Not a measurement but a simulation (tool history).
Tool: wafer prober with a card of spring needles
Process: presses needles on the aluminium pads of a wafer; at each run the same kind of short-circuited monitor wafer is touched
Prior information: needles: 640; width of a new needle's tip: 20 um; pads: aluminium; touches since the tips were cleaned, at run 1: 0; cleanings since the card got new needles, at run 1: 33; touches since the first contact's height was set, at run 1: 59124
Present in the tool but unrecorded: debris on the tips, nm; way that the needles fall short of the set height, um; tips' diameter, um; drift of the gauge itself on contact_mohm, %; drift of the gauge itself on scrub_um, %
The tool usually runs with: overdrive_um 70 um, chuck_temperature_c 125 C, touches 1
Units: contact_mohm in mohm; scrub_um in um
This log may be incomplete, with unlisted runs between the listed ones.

run,day,overdrive_um,chuck_temperature_c,touches,touches since the tips were cleaned,cleanings since the card got new needles,touches since the first contact's height was set,contact_mohm,scrub_um
1,0.000,70,125,1,0,33,59124,289,19.057
2,0.462,74,125,1,5571,33,64695,285,20.159
# day 0.729: tips cleaned on abrasive film
3,0.925,70,125,1,2370,34,70191,289,19.064
# day 1.425: tips cleaned on abrasive film
# day 1.796: height of the first contact set anew
4,1.833,70,125,1,4746,35,450,290,19.061
# day 2.171: tips cleaned on abrasive film
5,2.342,70,125,1,2035,36,6518,290,19.057
# day 2.888: tips cleaned on abrasive film
6,3.233,70,125,1,4163,37,17180,292,19.046
# day 3.608: tips cleaned on abrasive film
7,3.796,69,125,2,2249,38,23855,289,18.780
# day 4.317: tips cleaned on abrasive film
8,4.612,69,125,2,3557,39,33635,292,18.781
# day 5.008: tips cleaned on abrasive film
9,5.104,54,95,2,1115,40,39453,287,14.711
# day 5.733: tips cleaned on abrasive film
10,5.900,75,92,1,1996,41,48946,281,20.426

Describe how what the log doesn't record of the tool's condition differs between the last listed run preceding each entry between runs and the first listed run following it.
Logged between run 2 and run 3: tips cleaned on abrasive film (day 0.729)
  debris on the tips, nm: 1.4 -> 0.8
Logged between run 3 and run 4: tips cleaned on abrasive film (day 1.425); height of the first contact set anew (day 1.796)
  debris on the tips, nm: 0.8 -> 1.2
Logged between run 4 and run 5: tips cleaned on abrasive film (day 2.171)
  debris on the tips, nm: 1.2 -> 0.8
Logged between run 5 and run 6: tips cleaned on abrasive film (day 2.888)
  debris on the tips, nm: 0.8 -> 1.1
Logged between run 6 and run 7: tips cleaned on abrasive film (day 3.608)
  debris on the tips, nm: 1.1 -> 0.9
Logged between run 7 and run 8: tips cleaned on abrasive film (day 4.317)
  debris on the tips, nm: 0.9 -> 1
Logged between run 8 and run 9: tips cleaned on abrasive film (day 5.008)
  debris on the tips, nm: 1 -> 0.6
Logged between run 9 and run 10: tips cleaned on abrasive film (day 5.733)
  debris on the tips, nm: 0.6 -> 0.7
